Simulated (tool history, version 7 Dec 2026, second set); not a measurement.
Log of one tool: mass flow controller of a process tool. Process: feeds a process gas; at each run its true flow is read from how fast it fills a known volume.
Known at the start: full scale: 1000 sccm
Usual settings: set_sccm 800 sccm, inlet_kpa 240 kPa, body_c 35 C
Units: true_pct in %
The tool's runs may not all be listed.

run 1 hour=0.0 | set_sccm=800 inlet_kpa=240 body_c=35 | true_pct=100.83
run 2 hour=379.9 | set_sccm=800 inlet_kpa=189 body_c=35 | true_pct=100.69
run 3 hour=583.4 | set_sccm=800 inlet_kpa=189 body_c=35 | true_pct=100.78
run 4 hour=986.1 | set_sccm=800 inlet_kpa=189 body_c=27 | true_pct=100.33
run 5 hour=1224.9 | set_sccm=283 inlet_kpa=189 body_c=27 | true_pct=100.03
run 6 hour=1441.5 | set_sccm=283 inlet_kpa=189 body_c=27 | true_pct=100.11
run 7 hour=1825.0 | set_sccm=800 inlet_kpa=240 body_c=35 | true_pct=101.01
run 8 hour=2022.0 | set_sccm=800 inlet_kpa=240 body_c=35 | true_pct=101.17
run 9 hour=2364.5 | set_sccm=800 inlet_kpa=240 body_c=35 | true_pct=101.22
run 10 hour=2750.5 | set_sccm=800 inlet_kpa=240 body_c=35 | true_pct=101.27
run 11 hour=3044.1 | set_sccm=800 inlet_kpa=240 body_c=35 | true_pct=101.37
run 12 hour=3364.2 | set_sccm=800 inlet_kpa=240 body_c=35 | true_pct=101.33
run 13 hour=3635.6 | set_sccm=130 inlet_kpa=247 body_c=22 | true_pct=100.20
run 14 hour=4071.5 | set_sccm=193 inlet_kpa=247 body_c=27 | true_pct=100.81
run 15 hour=4357.5 | set_sccm=193 inlet_kpa=247 body_c=27 | true_pct=100.71
run 16 hour=4633.0 | set_sccm=193 inlet_kpa=247 body_c=27 | true_pct=100.66
run 17 hour=5010.7 | set_sccm=193 inlet_kpa=247 body_c=27 | true_pct=100.91

Run 18 comes next. What will it give?
run 18 hour=5317.7 | set_sccm=800 inlet_kpa=208 body_c=36 | true_pct=?

Run 18 gave true_pct 101.71 %.
Without the tool's hidden state the same run would have given true_pct 100.79 %.
